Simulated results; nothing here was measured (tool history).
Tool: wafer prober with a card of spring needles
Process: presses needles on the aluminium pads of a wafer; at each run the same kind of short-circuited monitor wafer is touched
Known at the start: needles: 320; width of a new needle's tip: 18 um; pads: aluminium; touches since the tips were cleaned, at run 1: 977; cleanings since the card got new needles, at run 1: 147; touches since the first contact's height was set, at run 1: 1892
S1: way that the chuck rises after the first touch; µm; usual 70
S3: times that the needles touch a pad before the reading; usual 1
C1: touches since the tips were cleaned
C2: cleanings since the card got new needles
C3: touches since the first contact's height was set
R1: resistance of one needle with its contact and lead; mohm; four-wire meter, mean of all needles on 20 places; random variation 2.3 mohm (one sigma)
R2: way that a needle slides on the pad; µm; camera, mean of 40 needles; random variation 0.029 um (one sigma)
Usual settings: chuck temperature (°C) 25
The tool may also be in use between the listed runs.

Run 1, hour 0.0: usual settings; C1 977; C2 147; C3 1892. Result: R1 261 mohm, R2 11.65 µm.
At hour 2.5: tips cleaned on abrasive film.
At hour 8.7: tips cleaned on abrasive film.
At hour 15.2: tips cleaned on abrasive film.
At hour 21.6: tips cleaned on abrasive film.
At hour 26.8: tips cleaned on abrasive film.
Run 2, hour 27.1: usual settings; C1 108; C2 152; C3 11484. Result: R1 266 mohm, R2 11.70 µm.
At hour 32.3: tips cleaned on abrasive film.
At hour 38.4: tips cleaned on abrasive film.
At hour 43.6: tips cleaned on abrasive film.
Run 3, hour 48.3: usual settings; C1 1707; C2 155; C3 19019. Result: R1 265 mohm, R2 11.69 µm.
At hour 49.7: tips cleaned on abrasive film.
At hour 55.6: tips cleaned on abrasive film.
At hour 61.9: tips cleaned on abrasive film.
At hour 68.4: tips cleaned on abrasive film.
Run 4, hour 69.6: usual settings; C1 453; C2 159; C3 26578. Result: R1 265 mohm, R2 11.67 µm.
At hour 74.8: tips cleaned on abrasive film.
At hour 81.3: tips cleaned on abrasive film.
At hour 87.5: tips cleaned on abrasive film.
Run 5, hour 89.9: usual settings; C1 880; C2 162; C3 33788. Result: R1 264 mohm, R2 11.60 µm.
At hour 93.8: tips cleaned on abrasive film.
At hour 100.3: tips cleaned on abrasive film.
At hour 106.7: tips cleaned on abrasive film.
At hour 113.2: tips cleaned on abrasive film.
Run 6, hour 115.5: usual settings; C1 845; C2 166; C3 42869. Result: R1 263 mohm, R2 11.61 µm.
At hour 119.4: tips cleaned on abrasive film.
At hour 125.9: tips cleaned on abrasive film.
At hour 132.2: tips cleaned on abrasive film.
At hour 138.5: tips cleaned on abrasive film.
Run 7, hour 139.4: usual settings; C1 338; C2 170; C3 51336. Result: R1 263 mohm, R2 11.62 µm.
At hour 144.6: tips cleaned on abrasive film.
At hour 151.0: tips cleaned on abrasive film.
At hour 157.4: tips cleaned on abrasive film.
Run 8, hour 158.3: usual settings; C1 312; C2 173; C3 58034. Result: R1 264 mohm, R2 11.50 µm.
At hour 163.4: tips cleaned on abrasive film.
At hour 169.9: tips cleaned on abrasive film.
At hour 174.8: height of the first contact set anew.
Run 9, hour 174.8: usual settings but chuck temperature (°C) 48; C1 1678; C2 175; C3 0. Result: R1 267 mohm, R2 11.52 µm.
At hour 176.2: tips cleaned on abrasive film.
At hour 182.4: tips cleaned on abrasive film.
At hour 188.8: tips cleaned on abrasive film.
Run 10, hour 191.6: usual settings but chuck temperature (°C) 48; C1 1022; C2 178; C3 5959. Result: R1 269 mohm, R2 11.52 µm.
At hour 194.3: tips cleaned on abrasive film.
At hour 200.6: tips cleaned on abrasive film.
Run 11, hour 203.1: usual settings but chuck temperature (°C) 48; C1 904; C2 180; C3 10038. Result: R1 269 mohm, R2 11.47 µm.
At hour 207.1: tips cleaned on abrasive film.
At hour 212.2: tips cleaned on abrasive film.
At hour 217.6: tips cleaned on abrasive film.
Run 12, hour 217.6: usual settings but chuck temperature (°C) 48; C1 0; C2 183; C3 15134. Result: R1 268 mohm, R2 11.45 µm.
At hour 223.8: tips cleaned on abrasive film.
At hour 229.0: tips cleaned on abrasive film.
At hour 234.2: tips cleaned on abrasive film.
Run 13, hour 237.8: usual settings but S1 57 µm, chuck temperature (°C) 48; C1 1298; C2 186; C3 22310. Result: R1 278 mohm, R2 9.38 µm.
At hour 240.4: tips cleaned on abrasive film.
At hour 246.7: tips cleaned on abrasive film.
Run 14, hour 249.7: usual settings; C1 1067; C2 188; C3 26534. Result: R1 264 mohm, R2 11.44 µm.
At hour 252.3: tips cleaned on abrasive film.
At hour 258.7: tips cleaned on abrasive film.
At hour 265.1: tips cleaned on abrasive film.
At hour 271.3: tips cleaned on abrasive film.
Run 15, hour 274.6: usual settings but S1 59 µm, chuck temperature (°C) 102, S3 3; C1 1187; C2 192; C3 35365. Result: R1 291 mohm, R2 9.57 µm.
At hour 275.7: gauge calibrated.
At hour 277.1: tips cleaned on abrasive film.
At hour 283.4: tips cleaned on abrasive film.
At hour 289.8: tips cleaned on abrasive film.
Run 16, hour 294.6: usual settings but S1 51 µm, chuck temperature (°C) 62; C1 1726; C2 195; C3 42481. Result: R1 282 mohm, R2 8.47 µm.
At hour 296.0: tips cleaned on abrasive film.
At hour 301.1: tips cleaned on abrasive film.
At hour 307.6: tips cleaned on abrasive film.
At hour 312.8: tips cleaned on abrasive film.
At hour 319.2: tips cleaned on abrasive film.
Run 17, hour 321.1: usual settings but S1 76 µm, chuck temperature (°C) 77; C1 686; C2 200; C3 51861. Result: R1 281 mohm, R2 12.62 µm.
At hour 324.8: tips cleaned on abrasive film.
At hour 330.0: tips cleaned on abrasive film.
At hour 336.5: tips cleaned on abrasive film.
Run 18, hour 339.2: usual settings but S1 76 µm, chuck temperature (°C) 77; C1 970; C2 203; C3 58261. Result: R1 280 mohm, R2 12.61 µm.
At hour 341.7: tips cleaned on abrasive film.
At hour 347.9: tips cleaned on abrasive film.
At hour 354.3: tips cleaned on abrasive film.
At hour 355.8: height of the first contact set anew.
At hour 360.9: tips cleaned on abrasive film.
At hour 366.1: tips cleaned on abrasive film.
Run 19, hour 366.1: usual settings but S1 76 µm, chuck temperature (°C) 77; C1 0; C2 208; C3 3630. Result: R1 279 mohm, R2 12.62 µm.
At hour 371.3: tips cleaned on abrasive film.
At hour 377.6: tips cleaned on abrasive film.
At hour 384.1: tips cleaned on abrasive film.
At hour 390.4: tips cleaned on abrasive film.
Run 20, hour 392.3: usual settings but S1 76 µm, chuck temperature (°C) 77; C1 656; C2 212; C3 12920. Result: R1 274 mohm, R2 12.60 µm.
At hour 396.0: tips cleaned on abrasive film.
At hour 402.4: tips cleaned on abrasive film.
At hour 408.7: tips cleaned on abrasive film.
At hour 414.7: tips cleaned on abrasive film.
Run 21, hour 414.7: usual settings but chuck temperature (°C) 70; C1 0; C2 216; C3 20877. Result: R1 279 mohm, R2 11.57 µm.
At hour 421.2: tips cleaned on abrasive film.
At hour 427.5: tips cleaned on abrasive film.
At hour 433.8: tips cleaned on abrasive film.
Run 22, hour 435.3: usual settings but S1 90 µm, S3 2; C1 529; C2 219; C3 28186. Result: R1 260 mohm, R2 14.88 µm.
At hour 439.0: tips cleaned on abrasive film.
At hour 445.4: tips cleaned on abrasive film.
At hour 451.7: tips cleaned on abrasive film.
At hour 458.1: tips cleaned on abrasive film.
Run 23, hour 459.3: usual settings but chuck temperature (°C) 27; C1 448; C2 223; C3 36719. Result: R1 263 mohm, R2 11.49 µm.
At hour 464.5: tips cleaned on abrasive film.
At hour 470.8: tips cleaned on abrasive film.
At hour 477.2: tips cleaned on abrasive film.
At hour 483.2: tips cleaned on abrasive film.
Run 24, hour 483.2: usual settings but S1 60 µm, chuck temperature (°C) 32; C1 0; C2 227; C3 45183. Result: R1 271 mohm, R2 9.86 µm.
At hour 489.7: tips cleaned on abrasive film.
At hour 496.0: tips cleaned on abrasive film.
Run 25, hour 500.2: usual settings but S1 60 µm, chuck temperature (°C) 32; C1 1531; C2 229; C3 51249. Result: R1 266 mohm, R2 9.87 µm.
At hour 501.6: tips cleaned on abrasive film.
At hour 508.0: tips cleaned on abrasive film.
At hour 514.3: tips cleaned on abrasive film.
Run 26, hour 519.4: usual settings but S3 2; C1 1827; C2 232; C3 58055. Result: R1 262 mohm, R2 11.48 µm.
At hour 520.8: tips cleaned on abrasive film.
At hour 527.0: tips cleaned on abrasive film.
At hour 532.2: tips cleaned on abrasive film.
At hour 536.3: height of the first contact set anew.
At hour 539.0: tips cleaned on abrasive film.
Run 27, hour 539.0: usual settings but chuck temperature (°C) 36, S3 2; C1 13; C2 236; C3 929. Result: R1 263 mohm, R2 11.47 µm.

Forecast each of these 4 alternatives for the next run:
At hour 544.1: tips cleaned on abrasive film.
At hour 550.6: tips cleaned on abrasive film.
At hour 556.9: tips cleaned on abrasive film.
At hour 563.2: tips cleaned on abrasive film.
Run A, hour 563.2: usual settings but S1 71 µm, chuck temperature (°C) 36, S3 2; C1 8; C2 240; C3 9519. Result: R1 ?, R2 ?.
At hour 544.1: tips cleaned on abrasive film.
At hour 550.6: tips cleaned on abrasive film.
At hour 556.9: tips cleaned on abrasive film.
At hour 563.2: tips cleaned on abrasive film.
Run B, hour 563.2: usual settings but chuck temperature (°C) 63; C1 8; C2 240; C3 9519. Result: R1 ?, R2 ?.
At hour 544.1: tips cleaned on abrasive film.
At hour 550.6: tips cleaned on abrasive film.
At hour 556.9: tips cleaned on abrasive film.
At hour 563.2: tips cleaned on abrasive film.
Run C, hour 563.2: usual settings but S1 51 µm, chuck temperature (°C) 30, S3 2; C1 8; C2 240; C3 9519. Result: R1 ?, R2 ?.
At hour 544.1: tips cleaned on abrasive film.
At hour 550.6: tips cleaned on abrasive film.
At hour 556.9: tips cleaned on abrasive film.
At hour 563.2: tips cleaned on abrasive film.
Run D, hour 563.2: usual settings but S1 83 µm, chuck temperature (°C) 66, S3 3; C1 8; C2 240; C3 9519. Result: R1 ?, R2 ?.

run   R1     R2
  A  266  11.61
  B  274  11.44
  C  270   8.33
  D  269  13.57
Without the tool's hidden state the same runs would have given:
run   R1     R2
  A  266  11.90
  B  274  11.72
  C  270   8.54
  D  269  13.91

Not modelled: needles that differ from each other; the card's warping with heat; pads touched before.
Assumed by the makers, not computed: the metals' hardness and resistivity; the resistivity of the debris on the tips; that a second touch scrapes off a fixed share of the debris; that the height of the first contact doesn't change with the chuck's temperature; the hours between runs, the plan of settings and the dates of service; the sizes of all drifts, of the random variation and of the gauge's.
